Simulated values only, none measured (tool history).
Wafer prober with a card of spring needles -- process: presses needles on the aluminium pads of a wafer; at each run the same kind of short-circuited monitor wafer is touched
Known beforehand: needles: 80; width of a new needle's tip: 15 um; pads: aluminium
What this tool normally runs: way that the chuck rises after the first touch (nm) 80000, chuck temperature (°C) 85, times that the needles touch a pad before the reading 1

run,hour,way that the chuck rises after the first touch (nm),chuck temperature (°C),times that the needles touch a pad before the reading,resistance of one needle with its contact and lead (mohm),way that a needle slides on the pad (nm)
1,0.0,80000,85,1,220,17070
# hour 22.9: tips cleaned on abrasive film
# hour 44.5: tips cleaned on abrasive film
2,46.9,80000,85,1,219,17080
# hour 66.2: tips cleaned on abrasive film
3,85.4,80000,85,1,223,17060
# hour 87.9: tips cleaned on abrasive film
# hour 112.5: tips cleaned on abrasive film
4,114.3,80000,85,1,221,17060
# hour 136.0: tips cleaned on abrasive film
# hour 159.6: tips cleaned on abrasive film
5,159.6,86000,85,1,222,18420
# hour 184.6: tips cleaned on abrasive film
# hour 189.2: height of the first contact set anew
# hour 206.6: tips cleaned on abrasive film
6,206.6,80000,43,1,208,17080
# hour 229.9: tips cleaned on abrasive film
# hour 251.7: tips cleaned on abrasive film
7,258.8,80000,43,1,211,17100
# hour 275.0: tips cleaned on abrasive film
# hour 298.3: tips cleaned on abrasive film
8,303.1,92000,43,1,213,19640
# hour 322.8: tips cleaned on abrasive film
9,328.2,75000,85,1,226,16000
# hour 346.7: tips cleaned on abrasive film
10,365.2,75000,85,2,222,16000
# hour 369.0: tips cleaned on abrasive film
# hour 392.2: tips cleaned on abrasive film
11,401.4,75000,85,2,219,16020
# hour 415.5: tips cleaned on abrasive film
12,436.7,75000,85,2,226,16040
# hour 439.1: tips cleaned on abrasive film
# hour 462.2: tips cleaned on abrasive film
13,472.5,75000,85,1,219,16010
# hour 487.0: tips cleaned on abrasive film
14,500.7,80000,64,3,217,17090
# hour 509.2: tips cleaned on abrasive film
# hour 533.4: tips cleaned on abrasive film
15,546.5,80000,64,3,216,17060
# hour 559.1: tips cleaned on abrasive film
# hour 581.8: tips cleaned on abrasive film
16,590.0,62000,31,1,212,13240
# hour 604.0: tips cleaned on abrasive film
# hour 616.7: height of the first contact set anew
# hour 627.0: tips cleaned on abrasive film
17,627.6,77000,47,2,212,16410
# hour 649.1: tips cleaned on abrasive film
18,666.4,63000,85,1,227,13440
# hour 675.1: tips cleaned on abrasive film
19,694.6,80000,103,1,225,17040
# hour 697.0: tips cleaned on abrasive film
# hour 722.1: tips cleaned on abrasive film
# hour 746.0: tips cleaned on abrasive film
20,746.0,80000,61,1,214,17050
# hour 769.1: tips cleaned on abrasive film
21,790.0,80000,36,1,209,17080
# hour 794.5: tips cleaned on abrasive film
# hour 816.2: tips cleaned on abrasive film
22,823.0,80000,36,1,210,17090
# hour 842.4: tips cleaned on abrasive film
# hour 865.5: tips cleaned on abrasive film
23,875.2,70000,39,1,216,14930
# hour 888.7: tips cleaned on abrasive film
24,905.0,70000,30,2,212,14950
# hour 911.4: tips cleaned on abrasive film
25,931.0,82000,30,2,210,17480
# hour 935.3: tips cleaned on abrasive film
# hour 958.5: tips cleaned on abrasive film
# hour 981.5: tips cleaned on abrasive film
26,981.5,80000,46,2,215,17100

Predict each of these 3 candidate next runs independently; none follows another, all start after run 26:
# hour 1006.4: tips cleaned on abrasive film
A,1012.5,91000,34,1,?,?
# hour 1006.4: tips cleaned on abrasive film
B,1012.5,80000,122,1,?,?
# hour 1006.4: tips cleaned on abrasive film
C,1012.5,98000,123,1,?,?

run,resistance of one needle with its contact and lead (mohm),way that a needle slides on the pad (nm)
A,210,19390
B,230,17040
C,226,20930
Take away the tool's hidden state, keep each run's random variation, and the runs would have read:
run,resistance of one needle with its contact and lead (mohm),way that a needle slides on the pad (nm)
A,209,19390
B,230,17040
C,225,20930
